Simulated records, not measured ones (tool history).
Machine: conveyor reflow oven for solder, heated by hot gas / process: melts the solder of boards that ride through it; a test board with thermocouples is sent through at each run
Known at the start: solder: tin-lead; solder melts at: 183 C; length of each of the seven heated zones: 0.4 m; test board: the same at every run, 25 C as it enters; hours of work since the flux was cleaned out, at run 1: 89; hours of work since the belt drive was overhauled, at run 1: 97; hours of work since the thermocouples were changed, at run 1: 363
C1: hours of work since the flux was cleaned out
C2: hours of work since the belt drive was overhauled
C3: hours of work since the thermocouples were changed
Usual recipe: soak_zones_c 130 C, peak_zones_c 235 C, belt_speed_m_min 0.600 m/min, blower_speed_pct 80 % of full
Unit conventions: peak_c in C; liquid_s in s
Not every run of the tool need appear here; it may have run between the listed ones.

run 1 hour=0.0 | soak_zones_c=130 peak_zones_c=235 belt_speed_m_min=0.600 blower_speed_pct=80 | C1=89 C2=97 C3=363 | peak_c=218.1 liquid_s=58.3
run 2 hour=8.4 | soak_zones_c=130 peak_zones_c=235 belt_speed_m_min=0.600 blower_speed_pct=80 | C1=95 C2=103 C3=369 | peak_c=218.4 liquid_s=58.2
run 3 hour=16.5 | soak_zones_c=130 peak_zones_c=235 belt_speed_m_min=0.600 blower_speed_pct=80 | C1=101 C2=109 C3=375 | peak_c=218.6 liquid_s=58.0
run 4 hour=27.5 | soak_zones_c=130 peak_zones_c=235 belt_speed_m_min=0.600 blower_speed_pct=80 | C1=109 C2=117 C3=383 | peak_c=218.3 liquid_s=57.9
run 5 hour=38.1 | soak_zones_c=130 peak_zones_c=235 belt_speed_m_min=0.600 blower_speed_pct=80 | C1=117 C2=125 C3=391 | peak_c=218.6 liquid_s=58.1
run 6 hour=45.4 | soak_zones_c=130 peak_zones_c=235 belt_speed_m_min=0.600 blower_speed_pct=80 | C1=123 C2=130 C3=396 | peak_c=218.4 liquid_s=58.5
run 7 hour=53.3 | soak_zones_c=130 peak_zones_c=224 belt_speed_m_min=0.544 blower_speed_pct=80 | C1=128 C2=136 C3=402 | peak_c=210.9 liquid_s=58.9
run 8 hour=60.2 | soak_zones_c=141 peak_zones_c=224 belt_speed_m_min=0.527 blower_speed_pct=80 | C1=134 C2=141 C3=407 | peak_c=213.9 liquid_s=67.9
run 9 hour=64.9 | soak_zones_c=130 peak_zones_c=235 belt_speed_m_min=0.608 blower_speed_pct=87 | C1=137 C2=145 C3=411 | peak_c=220.0 liquid_s=58.4
run 10 hour=74.4 | soak_zones_c=139 peak_zones_c=235 belt_speed_m_min=0.608 blower_speed_pct=64 | C1=144 C2=152 C3=418 | peak_c=215.5 liquid_s=57.5
run 11 hour=82.1 | soak_zones_c=139 peak_zones_c=235 belt_speed_m_min=0.699 blower_speed_pct=64 | C1=150 C2=158 C3=424 | peak_c=209.9 liquid_s=45.1
run 12 hour=93.7 | soak_zones_c=139 peak_zones_c=235 belt_speed_m_min=0.699 blower_speed_pct=64 | C1=158 C2=166 C3=432 | peak_c=210.6 liquid_s=44.5

Alternative continuations, all from the tool just after run 12; predict every row:
run A hour=100.9 | soak_zones_c=139 peak_zones_c=235 belt_speed_m_min=0.625 blower_speed_pct=64 | C1=164 C2=172 C3=438 | peak_c=? liquid_s=?
run B hour=100.9 | soak_zones_c=127 peak_zones_c=249 belt_speed_m_min=0.657 blower_speed_pct=80 | C1=164 C2=172 C3=438 | peak_c=? liquid_s=?
run C hour=100.9 | soak_zones_c=130 peak_zones_c=235 belt_speed_m_min=0.600 blower_speed_pct=69 | C1=164 C2=172 C3=438 | peak_c=? liquid_s=?
run D hour=100.9 | soak_zones_c=123 peak_zones_c=235 belt_speed_m_min=0.559 blower_speed_pct=77 | C1=164 C2=172 C3=438 | peak_c=? liquid_s=?

run=A peak_c=214.4 liquid_s=54.3
run=B peak_c=226.5 liquid_s=56.5
run=C peak_c=215.6 liquid_s=55.0
run=D peak_c=218.1 liquid_s=60.8
Without the tool's hidden state the same runs would have given:
run=A peak_c=214.5 liquid_s=54.5
run=B peak_c=226.8 liquid_s=56.7
run=C peak_c=215.8 liquid_s=55.1
run=D peak_c=218.3 liquid_s=61.0
